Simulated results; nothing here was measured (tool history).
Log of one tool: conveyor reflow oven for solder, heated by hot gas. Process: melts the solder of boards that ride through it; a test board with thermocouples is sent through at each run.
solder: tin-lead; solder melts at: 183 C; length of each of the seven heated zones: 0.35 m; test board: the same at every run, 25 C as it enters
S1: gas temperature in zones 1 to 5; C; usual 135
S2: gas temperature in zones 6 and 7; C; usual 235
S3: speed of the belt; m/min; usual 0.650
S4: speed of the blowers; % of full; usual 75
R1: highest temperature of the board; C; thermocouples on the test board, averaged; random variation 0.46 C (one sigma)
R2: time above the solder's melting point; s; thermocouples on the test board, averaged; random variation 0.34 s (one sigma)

| run | hour | S1 | S2 | S3 | S4 | R1 | R2 |
|---|---|---|---|---|---|---|---|
| 1 | 0.0 | 135 | 235 | 0.650 | 75 | 221.4 | 51.0 |
| 2 | 58.9 | 135 | 235 | 0.650 | 75 | 220.8 | 51.3 |
| 3 | 99.4 | 135 | 235 | 0.650 | 75 | 221.3 | 51.7 |
| 4 | 179.5 | 135 | 235 | 0.650 | 75 | 220.8 | 50.6 |
| 5 | 230.2 | 134 | 235 | 0.650 | 75 | 219.4 | 49.9 |
| 6 | 277.8 | 135 | 235 | 0.650 | 75 | 220.3 | 50.6 |
| 7 | 320.1 | 135 | 235 | 0.641 | 75 | 219.7 | 51.6 |
| 8 | 375.1 | 135 | 235 | 0.641 | 75 | 219.2 | 51.2 |
| 9 | 432.6 | 135 | 235 | 0.650 | 78 | 220.0 | 50.4 |
| 10 | 484.9 | 135 | 235 | 0.650 | 78 | 218.8 | 49.1 |
| 11 | 564.3 | 135 | 235 | 0.650 | 78 | 218.5 | 48.7 |
| 12 | 604.1 | 135 | 235 | 0.650 | 78 | 217.9 | 49.1 |
| 13 | 679.6 | 135 | 247 | 0.650 | 62 | 232.0 | 56.8 |
| 14 | 751.7 | 146 | 226 | 0.650 | 54 | 211.8 | 48.2 |
| 15 | 803.6 | 146 | 226 | 0.650 | 54 | 211.3 | 48.7 |
| 16 | 851.7 | 141 | 226 | 0.657 | 72 | 214.6 | 49.0 |
| 17 | 931.7 | 141 | 226 | 0.657 | 72 | 214.4 | 48.4 |
| 18 | 978.6 | 141 | 228 | 0.657 | 75 | 216.5 | 50.3 |
| 19 | 1046.1 | 134 | 245 | 0.766 | 64 | 222.2 | 42.6 |
| 20 | 1135.2 | 128 | 230 | 0.632 | 75 | 217.2 | 49.5 |
| 21 | 1177.3 | 135 | 226 | 0.707 | 58 | 207.5 | 35.7 |
| 22 | 1255.1 | 135 | 226 | 0.707 | 58 | 206.0 | 36.0 |
| 23 | 1323.0 | 134 | 238 | 0.650 | 75 | 223.8 | 52.6 |

Taken out of this log: 2 entries between the listed runs. Where each belongs, and how the hidden state differs across it:
Between runs 9 and 10: flux residue cleaned out of gas plates and filters (hour 443.7)
  heat that the gas passes to the board, % of a clean oven's: 81.1 -> 76; belt's true speed, % of the reading: 98.1 -> 98.05; true gas temperature in zones 6 and 7 over the reading, C: 0.8 -> 0.84
  measured less the result without the state, R1: -3.4 -> -5.0 C; R2: -1.7 -> -2.7 s
Between runs 12 and 13: flux residue cleaned out of gas plates and filters, once more (hour 615.9)
  heat that the gas passes to the board, % of a clean oven's: 73.8 -> 98.2; belt's true speed, % of the reading: 97.92 -> 97.84; true gas temperature in zones 6 and 7 over the reading, C: 0.93 -> 0.98
  measured less the result without the state, R1: -5.6 -> +1.2 C; R2: -3.3 -> +1.8 s

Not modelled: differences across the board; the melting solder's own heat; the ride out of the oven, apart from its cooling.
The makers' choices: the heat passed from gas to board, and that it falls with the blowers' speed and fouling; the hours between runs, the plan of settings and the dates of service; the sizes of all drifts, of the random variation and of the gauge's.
